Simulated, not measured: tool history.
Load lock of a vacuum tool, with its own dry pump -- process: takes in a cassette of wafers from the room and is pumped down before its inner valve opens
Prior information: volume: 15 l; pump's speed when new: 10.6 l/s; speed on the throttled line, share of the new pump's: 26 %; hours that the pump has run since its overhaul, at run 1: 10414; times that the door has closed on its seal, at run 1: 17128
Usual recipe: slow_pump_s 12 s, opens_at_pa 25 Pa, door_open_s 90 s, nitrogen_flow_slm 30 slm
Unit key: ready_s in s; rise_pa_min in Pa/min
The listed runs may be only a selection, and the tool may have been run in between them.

| run | day | slow_pump_s | opens_at_pa | door_open_s | nitrogen_flow_slm | hours that the pump has run since its overhaul | times that the door has closed on its seal | incoming humidity of the room's air, % | ready_s | rise_pa_min |
|---|---|---|---|---|---|---|---|---|---|---|
| 1 | 0.000 | 12 | 25 | 90 | 30 | 10414 | 17128 | 47.0 | 22.1 | 0.308 |
| 2 | 6.142 | 12 | 25 | 90 | 30 | 10561 | 17813 | 46.3 | 22.0 | 0.323 |
| 3 | 12.442 | 8 | 25 | 90 | 30 | 10713 | 18515 | 40.8 | 19.5 | 0.337 |
| 4 | 21.167 | 8 | 25 | 90 | 30 | 10922 | 19487 | 44.0 | 19.4 | 0.366 |
| 5 | 29.579 | 12 | 25 | 90 | 30 | 11124 | 20425 | 43.8 | 22.5 | 0.390 |
| 6 | 35.033 | 12 | 25 | 90 | 30 | 11255 | 21033 | 46.0 | 22.4 | 0.413 |
| 7 | 40.562 | 13 | 25 | 90 | 30 | 11388 | 21649 | 42.9 | 23.2 | 0.422 |
| 8 | 45.042 | 23 | 25 | 90 | 8 | 11495 | 22148 | 45.5 | 29.7 | 0.470 |
| 9 | 51.129 | 23 | 29 | 90 | 10 | 11641 | 22826 | 40.8 | 29.2 | 0.471 |
| 10 | 56.050 | 7 | 29 | 106 | 35 | 11759 | 23375 | 46.9 | 18.5 | 0.469 |
| 11 | 64.117 | 8 | 48 | 90 | 22 | 11953 | 24273 | 42.2 | 18.2 | 0.506 |
| 12 | 69.808 | 8 | 48 | 230 | 36 | 12090 | 24908 | 43.3 | 18.3 | 0.523 |

Alternative continuations, all from the tool just after run 12; predict every row:
| A | 74.946 | 8 | 48 | 40 | 28 | 12213 | 25481 | 43.2 | ? | ? |
| B | 74.946 | 8 | 48 | 69 | 35 | 12213 | 25481 | 44.8 | ? | ? |
| C | 74.946 | 18 | 24 | 230 | 36 | 12213 | 25481 | 44.3 | ? | ? |
| D | 74.946 | 12 | 25 | 80 | 14 | 12213 | 25481 | 44.5 | ? | ? |
| E | 74.946 | 12 | 31 | 123 | 11 | 12213 | 25481 | 44.3 | ? | ? |

| run | ready_s | rise_pa_min |
|---|---|---|
| A | 18.4 | 0.511 |
| B | 18.4 | 0.522 |
| C | 26.4 | 0.531 |
| D | 22.5 | 0.533 |
| E | 21.9 | 0.560 |
Without the tool's unlogged condition, the same runs would have read:
| run | ready_s | rise_pa_min |
|---|---|---|
| A | 16.8 | 0.059 |
| B | 16.8 | 0.069 |
| C | 25.1 | 0.078 |
| D | 20.9 | 0.087 |
| E | 20.4 | 0.108 |

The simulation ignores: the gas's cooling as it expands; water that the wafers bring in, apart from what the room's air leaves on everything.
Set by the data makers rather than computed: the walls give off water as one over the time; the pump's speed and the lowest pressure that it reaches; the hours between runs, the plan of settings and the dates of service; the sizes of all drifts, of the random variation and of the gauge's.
